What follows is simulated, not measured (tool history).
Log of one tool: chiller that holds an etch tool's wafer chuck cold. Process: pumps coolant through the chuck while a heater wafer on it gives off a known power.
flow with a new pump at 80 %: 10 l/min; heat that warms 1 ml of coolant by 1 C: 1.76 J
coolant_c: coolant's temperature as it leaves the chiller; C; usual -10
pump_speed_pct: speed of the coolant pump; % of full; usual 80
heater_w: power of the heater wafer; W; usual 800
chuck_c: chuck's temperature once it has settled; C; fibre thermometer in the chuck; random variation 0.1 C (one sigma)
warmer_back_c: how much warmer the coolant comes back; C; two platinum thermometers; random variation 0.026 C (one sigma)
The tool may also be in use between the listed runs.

Run 1, hour 0.0: usual settings. Result: chuck_c -1.2 C, warmer_back_c 2.86 C.
Run 2, hour 63.0: usual settings. Result: chuck_c -1.2 C, warmer_back_c 2.86 C.
Run 3, hour 116.9: usual settings. Result: chuck_c -1.3 C, warmer_back_c 2.83 C.
Run 4, hour 181.4: usual settings. Result: chuck_c -1.2 C, warmer_back_c 2.89 C.
Run 5, hour 235.1: usual settings. Result: chuck_c -1.2 C, warmer_back_c 2.85 C.
Run 6, hour 282.6: usual settings. Result: chuck_c -1.3 C, warmer_back_c 2.89 C.
Run 7, hour 334.5: usual settings. Result: chuck_c -1.4 C, warmer_back_c 2.88 C.
Run 8, hour 383.4: usual settings. Result: chuck_c -1.2 C, warmer_back_c 2.87 C.
Run 9, hour 417.9: usual settings but coolant_c -12 C, pump_speed_pct 70 % of full, heater_w 474 W. Result: chuck_c -6.2 C, warmer_back_c 2.02 C.
Run 10, hour 476.8: usual settings but coolant_c -12 C, pump_speed_pct 70 % of full, heater_w 474 W. Result: chuck_c -6.3 C, warmer_back_c 2.01 C.
Run 11, hour 536.1: usual settings but coolant_c -17 C, pump_speed_pct 70 % of full, heater_w 474 W. Result: chuck_c -11.3 C, warmer_back_c 1.96 C.
Run 12, hour 583.4: usual settings but coolant_c -17 C, pump_speed_pct 70 % of full, heater_w 474 W. Result: chuck_c -11.1 C, warmer_back_c 2.00 C.
Run 13, hour 641.0: usual settings but coolant_c -19 C, pump_speed_pct 95 % of full, heater_w 697 W. Result: chuck_c -12.5 C, warmer_back_c 2.07 C.
Run 14, hour 714.7: usual settings but coolant_c -16 C. Result: chuck_c -7.2 C, warmer_back_c 2.87 C.
Run 15, hour 769.0: usual settings but coolant_c -16 C. Result: chuck_c -7.2 C, warmer_back_c 2.88 C.
Run 16, hour 825.4: usual settings but coolant_c -17 C, pump_speed_pct 63 % of full, heater_w 561 W. Result: chuck_c -9.3 C, warmer_back_c 2.67 C.

The same runs without the tool's hidden state, with the same run-to-run variation:
The hidden state here: heat passed by the chuck's channels, % of clean ones'; flow at a given pump speed, % of a new pump's; coolant's true temperature over the reading, C; drift of the gauge itself on chuck_c, C; drift of the gauge itself on warmer_back_c, C.
run  chuck_c  warmer_back_c
  1     -2.0           2.72
  2     -2.0           2.72
  3     -2.1           2.69
  4     -2.1           2.74
  5     -2.0           2.70
  6     -2.2           2.73
  7     -2.2           2.72
  8     -2.0           2.71
  9     -6.6           1.91
 10     -6.7           1.90
 11    -11.8           1.85
 12    -11.6           1.89
 13    -13.1           1.95
 14     -8.1           2.69
 15     -8.1           2.70
 16    -10.1           2.50

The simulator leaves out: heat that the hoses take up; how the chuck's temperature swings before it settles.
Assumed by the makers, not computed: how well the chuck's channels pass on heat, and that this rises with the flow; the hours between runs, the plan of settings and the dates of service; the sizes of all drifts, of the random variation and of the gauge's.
